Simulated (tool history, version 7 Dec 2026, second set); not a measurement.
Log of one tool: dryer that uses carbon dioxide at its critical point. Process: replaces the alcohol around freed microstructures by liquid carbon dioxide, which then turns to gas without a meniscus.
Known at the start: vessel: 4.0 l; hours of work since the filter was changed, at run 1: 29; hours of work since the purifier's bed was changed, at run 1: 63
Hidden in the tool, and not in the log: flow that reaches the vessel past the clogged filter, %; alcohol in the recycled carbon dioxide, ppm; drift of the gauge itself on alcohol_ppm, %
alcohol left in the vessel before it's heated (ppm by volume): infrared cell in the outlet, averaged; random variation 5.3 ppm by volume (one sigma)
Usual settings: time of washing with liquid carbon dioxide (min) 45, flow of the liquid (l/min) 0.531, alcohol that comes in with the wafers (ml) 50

run	hour	time of washing with liquid carbon dioxide (min)	flow of the liquid (l/min)	alcohol that comes in with the wafers (ml)	hours of work since the filter was changed	hours of work since the purifier's bed was changed	alcohol left in the vessel before it's heated (ppm by volume)
1	0	45	0.531	50	29	63	138
2	8.5	45	0.531	50	33	67	138
3	13.5	45	0.531	50	36	69	143
4	18.8	45	0.531	50	39	72	136
5	23.8	45	0.531	50	41	74	148
6	31.1	45	0.325	50	45	78	810
7	39	45	0.325	50	49	82	821
8	44.4	45	0.325	50	51	85	791
9	48.9	45	0.531	50	53	87	142
10	53.2	45	0.531	50	56	89	148
11	56.9	45	0.531	50	57	91	149
12	64.3	45	0.531	50	61	94	150
13	73.4	45	0.402	50	66	99	439
14	77.2	28	0.402	50	67	101	1518
15	86.3	63	0.42	31	72	105	65
16	91.6	63	0.42	31	75	108	72
17	100.4	63	0.42	31	79	112	74
18	105.5	63	0.42	77	81	115	153
19	109.7	59	0.41	64	83	117	207
20	116.8	41	0.431	34	87	120	330
21	124.3	42	0.572	50	91	124	161
22	131.1	30	0.523	50	94	127	680
23	136.4	37	0.799	50	97	130	67

Forecast each of these 5 alternatives for the next run:
A	140.7	45	0.569	27	99	132	?
B	140.7	43	0.41	50	99	132	?
C	140.7	46	0.401	25	99	132	?
D	140.7	37	0.724	39	99	132	?
E	140.7	54	0.491	27	99	132	?

run	alcohol left in the vessel before it's heated (ppm by volume)
A	73
B	506
C	219
D	82
E	64
Without the tool's hidden state the same runs would have given:
run	alcohol left in the vessel before it's heated (ppm by volume)
A	46
B	413
C	171
D	55
E	39

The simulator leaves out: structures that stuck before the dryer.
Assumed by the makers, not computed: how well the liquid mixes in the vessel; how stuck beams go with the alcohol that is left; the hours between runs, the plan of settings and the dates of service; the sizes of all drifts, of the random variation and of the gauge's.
